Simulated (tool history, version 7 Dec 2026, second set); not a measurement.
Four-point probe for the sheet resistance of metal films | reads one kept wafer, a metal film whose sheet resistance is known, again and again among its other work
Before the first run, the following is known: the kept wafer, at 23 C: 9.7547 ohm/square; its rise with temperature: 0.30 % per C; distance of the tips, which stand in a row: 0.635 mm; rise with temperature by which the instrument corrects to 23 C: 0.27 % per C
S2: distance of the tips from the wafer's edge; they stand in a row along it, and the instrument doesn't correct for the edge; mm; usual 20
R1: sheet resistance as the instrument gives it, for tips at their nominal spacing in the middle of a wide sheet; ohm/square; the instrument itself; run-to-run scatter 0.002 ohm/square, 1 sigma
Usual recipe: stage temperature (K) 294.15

Run 1, hour 0.0: usual settings. Result: R1 9.753038 ohm/square.
Run 2, hour 29.4: usual settings. Result: R1 9.756617 ohm/square.
Run 3, hour 59.2: usual settings. Result: R1 9.753808 ohm/square.
Run 4, hour 111.5: usual settings. Result: R1 9.754059 ohm/square.
Run 5, hour 136.6: usual settings. Result: R1 9.754556 ohm/square.
Run 6, hour 184.8: usual settings. Result: R1 9.756136 ohm/square.
Run 7, hour 216.9: usual settings but S2 49 mm. Result: R1 9.752423 ohm/square.
Run 8, hour 255.1: usual settings but stage temperature (K) 307.15. Result: R1 9.792971 ohm/square.
Run 9, hour 297.6: usual settings but S2 5 mm. Result: R1 9.830324 ohm/square.
Run 10, hour 343.5: usual settings but S2 5 mm. Result: R1 9.830674 ohm/square.
Run 11, hour 373.6: usual settings but S2 3 mm. Result: R1 9.976674 ohm/square.
Run 12, hour 405.8: usual settings but stage temperature (K) 292.15, S2 3 mm. Result: R1 9.974248 ohm/square.
Run 13, hour 457.7: usual settings but stage temperature (K) 292.15, S2 3 mm. Result: R1 9.974971 ohm/square.
Run 14, hour 487.0: usual settings but stage temperature (K) 292.15, S2 3 mm. Result: R1 9.976252 ohm/square.
Run 15, hour 530.4: usual settings but stage temperature (K) 297.15. Result: R1 9.766215 ohm/square.
Run 16, hour 557.3: usual settings but S2 50 mm. Result: R1 9.750509 ohm/square.
Run 17, hour 584.8: usual settings but S2 50 mm. Result: R1 9.748538 ohm/square.
Run 18, hour 613.0: usual settings but S2 50 mm. Result: R1 9.746000 ohm/square.
Run 19, hour 656.7: usual settings but S2 50 mm. Result: R1 9.749554 ohm/square.
Run 20, hour 705.3: usual settings but stage temperature (K) 305.15. Result: R1 9.787068 ohm/square.
Run 21, hour 751.6: usual settings. Result: R1 9.754537 ohm/square.
Run 22, hour 809.4: usual settings. Result: R1 9.757024 ohm/square.
Run 23, hour 855.7: usual settings but S2 9 mm. Result: R1 9.774198 ohm/square.
Run 24, hour 904.2: usual settings but S2 9 mm. Result: R1 9.775514 ohm/square.
Run 25, hour 962.7: usual settings but S2 9 mm. Result: R1 9.775330 ohm/square.
Run 26, hour 1007.4: usual settings but stage temperature (K) 297.15, S2 11 mm. Result: R1 9.774694 ohm/square.
Run 27, hour 1065.8: usual settings but stage temperature (K) 296.15, S2 25 mm. Result: R1 9.757940 ohm/square.
Run 28, hour 1108.4: usual settings but stage temperature (K) 296.15, S2 25 mm. Result: R1 9.757544 ohm/square.
At hour 1156.8: new probe head fitted.
Run 29, hour 1159.0: usual settings but stage temperature (K) 296.15, S2 25 mm. Result: R1 9.760505 ohm/square.
Run 30, hour 1213.1: usual settings but stage temperature (K) 300.15, S2 4 mm. Result: R1 9.895905 ohm/square.
Run 31, hour 1273.5: usual settings but stage temperature (K) 295.15, S2 7 mm. Result: R1 9.795101 ohm/square.
Run 32, hour 1308.0: usual settings but stage temperature (K) 304.15, S2 32 mm. Result: R1 9.778687 ohm/square.
Run 33, hour 1336.1: usual settings but stage temperature (K) 304.15, S2 32 mm. Result: R1 9.778573 ohm/square.

Run 34, settings as shown, results not yet in. Your forecast:
Run 34, hour 1365.4: usual settings but stage temperature (K) 304.15, S2 32 mm. Result: R1 ?.

Run 34 gave R1 9.782349 ohm/square.
If the tool had no hidden condition, the same run with the same run-to-run variation would have returned R1 9.782449 ohm/square.

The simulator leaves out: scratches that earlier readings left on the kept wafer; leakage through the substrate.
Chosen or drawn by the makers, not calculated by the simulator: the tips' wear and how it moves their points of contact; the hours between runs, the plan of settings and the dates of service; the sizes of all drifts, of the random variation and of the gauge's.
